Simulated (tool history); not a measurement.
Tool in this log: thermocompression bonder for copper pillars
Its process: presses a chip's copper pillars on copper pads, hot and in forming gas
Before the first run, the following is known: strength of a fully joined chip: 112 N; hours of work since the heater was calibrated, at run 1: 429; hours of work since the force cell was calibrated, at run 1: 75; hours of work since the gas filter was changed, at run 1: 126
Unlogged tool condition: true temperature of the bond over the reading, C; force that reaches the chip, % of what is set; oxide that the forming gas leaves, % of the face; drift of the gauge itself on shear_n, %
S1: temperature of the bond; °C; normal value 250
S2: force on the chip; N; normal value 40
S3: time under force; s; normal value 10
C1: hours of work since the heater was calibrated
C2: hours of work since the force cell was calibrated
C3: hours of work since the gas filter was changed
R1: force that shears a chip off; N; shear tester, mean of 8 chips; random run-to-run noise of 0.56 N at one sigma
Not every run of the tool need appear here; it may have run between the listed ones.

run 1 hour=0 | S1=250 S2=40 S3=10 | C1=429 C2=75 C3=126 | R1=59.8
run 2 hour=13.7 | S1=250 S2=40 S3=10 | C1=438 C2=84 C3=134 | R1=61
run 3 hour=28.1 | S1=250 S2=40 S3=10 | C1=447 C2=93 C3=144 | R1=59.4
run 4 hour=34.6 | S1=250 S2=40 S3=10 | C1=451 C2=97 C3=148 | R1=60.4
run 5 hour=41.4 | S1=250 S2=40 S3=10 | C1=455 C2=101 C3=152 | R1=60.2
run 6 hour=47.7 | S1=250 S2=40 S3=21 | C1=459 C2=105 C3=156 | R1=74.5
run 7 hour=60.3 | S1=250 S2=40 S3=21 | C1=467 C2=113 C3=164 | R1=73.4
-- hour=63.1 heater calibrated with a thermocouple chip
run 8 hour=75 | S1=250 S2=40 S3=10 | C1=8 C2=121 C3=172 | R1=60.8
run 9 hour=85.7 | S1=232 S2=40 S3=10 | C1=14 C2=128 C3=179 | R1=49.1
run 10 hour=95.9 | S1=250 S2=40 S3=10 | C1=21 C2=134 C3=185 | R1=60.3
run 11 hour=109.5 | S1=250 S2=40 S3=10 | C1=29 C2=143 C3=194 | R1=61.1
run 12 hour=121.3 | S1=247 S2=48 S3=6 | C1=37 C2=150 C3=201 | R1=54.9
-- hour=124.1 heater calibrated with a thermocouple chip, once more
run 13 hour=132.2 | S1=250 S2=52 S3=10 | C1=5 C2=156 C3=207 | R1=67.5
run 14 hour=138.1 | S1=250 S2=52 S3=10 | C1=9 C2=160 C3=211 | R1=68.3
run 15 hour=144.6 | S1=235 S2=36 S3=8 | C1=13 C2=164 C3=215 | R1=41.8
run 16 hour=153 | S1=252 S2=59 S3=6 | C1=18 C2=169 C3=220 | R1=65.4
run 17 hour=160.2 | S1=266 S2=37 S3=10 | C1=23 C2=174 C3=225 | R1=65.1
run 18 hour=173.4 | S1=276 S2=42 S3=9 | C1=31 C2=182 C3=233 | R1=73.6
run 19 hour=183 | S1=222 S2=42 S3=18 | C1=37 C2=188 C3=239 | R1=53.7

Pick out some run-to-run changes in R1. Of each, how much would a tool without hidden state show as well, from the settings, what came in and chance, and how much is left for the hidden state and any gauge scatter not in both results compared?
Run 12 -> 13: S1 247 -> 250, S2 48 -> 52, S3 6 -> 10, heater calibrated with a thermocouple chip, once more. R1 +12.6 N: hidden state -2.2, all else +14.8.
Run 14 -> 15: S1 250 -> 235, S2 52 -> 36, S3 10 -> 8. R1 -26.5 N: hidden state +0.5, all else -27.

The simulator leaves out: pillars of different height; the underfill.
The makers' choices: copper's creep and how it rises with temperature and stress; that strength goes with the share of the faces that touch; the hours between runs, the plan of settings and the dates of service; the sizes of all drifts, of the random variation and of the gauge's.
